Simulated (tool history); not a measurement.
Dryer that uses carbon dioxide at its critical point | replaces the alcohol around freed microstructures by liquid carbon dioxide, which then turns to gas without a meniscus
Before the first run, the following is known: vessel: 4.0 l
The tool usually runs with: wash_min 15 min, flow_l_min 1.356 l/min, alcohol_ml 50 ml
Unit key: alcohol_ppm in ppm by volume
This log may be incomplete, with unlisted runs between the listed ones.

run,hour,wash_min,flow_l_min,alcohol_ml,alcohol_ppm
1,0,15,1.356,50,477
2,10.1,15,1.356,50,483
3,19.7,15,1.356,50,486
4,39.2,15,1.356,50,491
5,54.5,12,1.356,50,888
6,71.8,12,1.356,50,887
7,92.3,12,1.356,22,463
8,101.4,12,1.356,22,465
9,114.1,12,1.356,22,460

What does the tool deliver on the next run?
10,129.5,15,1.356,50,?

{"run 10": {"alcohol_ppm": 507}}
With no hidden state in the tool, this same run would have given alcohol_ppm 319 ppm by volume.
